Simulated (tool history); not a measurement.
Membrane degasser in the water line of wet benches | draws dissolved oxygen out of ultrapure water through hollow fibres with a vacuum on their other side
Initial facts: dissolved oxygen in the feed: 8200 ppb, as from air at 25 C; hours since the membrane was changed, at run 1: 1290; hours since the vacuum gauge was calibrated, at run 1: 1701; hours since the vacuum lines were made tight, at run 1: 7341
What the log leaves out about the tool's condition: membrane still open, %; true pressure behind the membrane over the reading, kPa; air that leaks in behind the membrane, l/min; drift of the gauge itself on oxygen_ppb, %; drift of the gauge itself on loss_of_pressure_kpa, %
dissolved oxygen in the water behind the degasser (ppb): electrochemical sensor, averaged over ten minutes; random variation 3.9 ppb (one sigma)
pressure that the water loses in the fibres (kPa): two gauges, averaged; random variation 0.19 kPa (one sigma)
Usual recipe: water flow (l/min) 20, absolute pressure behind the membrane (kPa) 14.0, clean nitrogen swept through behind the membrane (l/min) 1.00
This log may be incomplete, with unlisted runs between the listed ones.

run,hour,water flow (l/min),absolute pressure behind the membrane (kPa),clean nitrogen swept through behind the membrane (l/min),hours since the membrane was changed,hours since the vacuum gauge was calibrated,hours since the vacuum lines were made tight,dissolved oxygen in the water behind the degasser (ppb),pressure that the water loses in the fibres (kPa)
1,0.0,20,14.0,1.00,1290,1701,7341,546.4,39.24
2,37.8,20,8.9,1.00,1328,1739,7379,335.5,38.93
3,75.3,15,14.0,1.00,1365,1777,7416,386.3,29.29
4,118.5,15,14.0,1.00,1409,1820,7459,389.6,29.32
5,167.7,15,14.0,0.49,1458,1869,7509,677.5,29.30
6,197.8,15,14.0,0.49,1488,1899,7539,681.7,29.23
7,229.8,16,14.0,1.00,1520,1931,7571,417.1,31.30
8,279.7,20,14.0,1.00,1570,1981,7621,541.3,38.63
9,314.3,20,21.4,1.00,1604,2016,7655,828.8,39.06
10,364.4,20,21.4,1.00,1654,2066,7705,834.7,39.17
11,415.1,20,21.4,1.00,1705,2117,7756,826.3,38.96
12,447.3,23,23.0,2.97,1737,2149,7788,491.7,44.99
# hour 450.4: vacuum gauge calibrated
13,481.8,16,34.9,1.25,1771,31,7822,897.2,31.31
14,518.9,16,34.9,1.25,1808,69,7859,896.1,31.28
# hour 564.6: seals of the vacuum lines changed
15,572.2,20,12.9,0.87,1860,120,8,547.2,39.11
16,620.5,21,12.6,0.95,1908,168,56,542.4,40.69
# hour 625.8: vacuum gauge calibrated, once more
17,661.1,21,17.1,0.47,1948,35,96,1186.0,40.61
18,711.8,21,13.4,0.47,1999,86,147,911.7,41.16
19,751.5,20,9.1,1.69,2039,126,186,251.1,39.15
20,785.9,20,28.1,2.13,2073,160,221,604.0,39.24

Forecast each of these 3 alternatives for the next run:
A,818.8,20,11.2,2.13,2106,193,254,?,?
B,818.8,13,10.9,0.51,2106,193,254,?,?
C,818.8,24,26.9,0.68,2106,193,254,?,?

run,dissolved oxygen in the water behind the degasser (ppb),pressure that the water loses in the fibres (kPa)
A,262.1,39.07
B,419.0,25.33
C,1589.6,46.96
Take away the tool's hidden state, keep each run's random variation, and the runs would have read:
run,dissolved oxygen in the water behind the degasser (ppb),pressure that the water loses in the fibres (kPa)
A,259.7,38.86
B,418.1,25.19
C,1586.5,46.70
